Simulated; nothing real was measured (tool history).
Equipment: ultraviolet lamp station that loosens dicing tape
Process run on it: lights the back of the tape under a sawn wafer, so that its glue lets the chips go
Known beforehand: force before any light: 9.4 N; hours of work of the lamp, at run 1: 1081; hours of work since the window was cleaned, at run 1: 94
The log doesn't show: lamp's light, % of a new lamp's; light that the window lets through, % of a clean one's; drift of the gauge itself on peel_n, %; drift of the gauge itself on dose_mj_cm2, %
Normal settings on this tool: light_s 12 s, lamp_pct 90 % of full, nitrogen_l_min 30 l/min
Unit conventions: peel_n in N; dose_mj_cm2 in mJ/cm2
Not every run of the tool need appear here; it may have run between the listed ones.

run	hour	light_s	lamp_pct	nitrogen_l_min	hours of work of the lamp	hours of work since the window was cleaned	peel_n	dose_mj_cm2
1	0.0	12	90	30	1081	94	0.175	673
2	64.9	12	90	30	1109	122	0.171	669
3	119.6	12	90	30	1133	146	0.172	676
4	191.8	12	90	30	1164	177	0.169	673
5	259.2	12	90	30	1194	206	0.173	675
6	312.8	12	90	30	1217	230	0.169	674
7	403.2	12	90	30	1256	269	0.166	675
8	487.3	12	90	30	1293	305	0.185	679
9	588.4	12	90	30	1336	349	0.186	681
10	687.5	12	90	30	1379	392	0.165	681
11	745.1	12	90	38	1404	417	0.153	686
12	809.6	12	90	38	1432	445	0.164	682
13	860.0	12	90	36	1454	467	0.165	684
# hour 890.8: window cleaned of glue's vapour
14	941.6	12	90	36	1489	22	0.155	690
15	1013.9	12	90	36	1521	53	0.165	685
16	1107.9	12	88	30	1561	94	0.181	682
17	1165.9	12	88	30	1586	119	0.183	675
# hour 1261.4: gauge calibrated
18	1266.1	12	79	30	1630	163	0.225	591
19	1370.0	12	79	30	1675	208	0.224	591
20	1429.6	12	79	30	1701	234	0.233	588
21	1498.8	12	90	30	1731	264	0.177	669
22	1585.3	12	96	17	1768	301	0.214	718
23	1634.0	12	82	23	1789	322	0.237	617
24	1710.0	13	63	17	1822	355	0.507	515
25	1782.9	13	63	17	1854	387	0.478	510
26	1876.3	17	90	37	1894	427	0.106	969
27	1921.0	20	97	17	1914	447	0.109	1218
# hour 1927.0: lamp changed
28	1995.1	20	97	17	30	478	0.105	1221
# hour 1999.8: window cleaned of glue's vapour
29	2070.8	20	66	17	62	31	0.162	834
30	2135.3	12	74	11	90	59	0.569	563
31	2200.9	9	74	18	119	87	0.756	428
32	2255.1	9	74	18	142	111	0.789	428
33	2333.0	8	90	30	176	144	0.477	462
34	2413.2	14	66	17	211	179	0.347	588
35	2513.2	7	90	30	254	223	0.642	401
36	2589.5	6	64	11	287	256	2.523	243
37	2658.4	9	72	40	317	285	0.497	421
38	2732.6	9	72	40	349	318	0.496	415
39	2798.1	11	90	26	377	346	0.226	640
40	2901.2	12	83	36	422	391	0.182	638
41	2976.0	12	83	36	455	423	0.183	642
42	3029.7	11	85	18	478	446	0.337	610

Hidden condition of the tool, last listed run before each entry between runs versus first listed run after:
Run 13 -> run 14: window cleaned of glue's vapour (hour 890.8)
  lamp's light, % of a new lamp's: 99.8 -> 99.7; light that the window lets through, % of a clean one's: 99.8 -> 100; drift of the gauge itself on dose_mj_cm2, %: 2.03 -> 2.22
  what was measured, less what the result would be without the hidden state, dose_mj_cm2: +11 -> +14 mJ/cm2
Run 17 -> run 18: gauge calibrated (hour 1261.4)
  light that the window lets through, % of a clean one's: 100 -> 99.9; drift of the gauge itself on dose_mj_cm2, %: 2.75 -> 0.01
  what was measured, less what the result would be without the hidden state, dose_mj_cm2: +16 -> -1 mJ/cm2
Run 27 -> run 28: lamp changed (hour 1927.0)
  lamp's light, % of a new lamp's: 99.7 -> 100; light that the window lets through, % of a clean one's: 99.9 -> 99.8; drift of the gauge itself on dose_mj_cm2, %: 1.56 -> 1.73
  what was measured, less what the result would be without the hidden state, dose_mj_cm2: +13 -> +19 mJ/cm2
Run 28 -> run 29: window cleaned of glue's vapour (hour 1999.8)
  light that the window lets through, % of a clean one's: 99.8 -> 100; drift of the gauge itself on dose_mj_cm2, %: 1.73 -> 1.91
  what was measured, less what the result would be without the hidden state, dose_mj_cm2: +19 -> +15 mJ/cm2
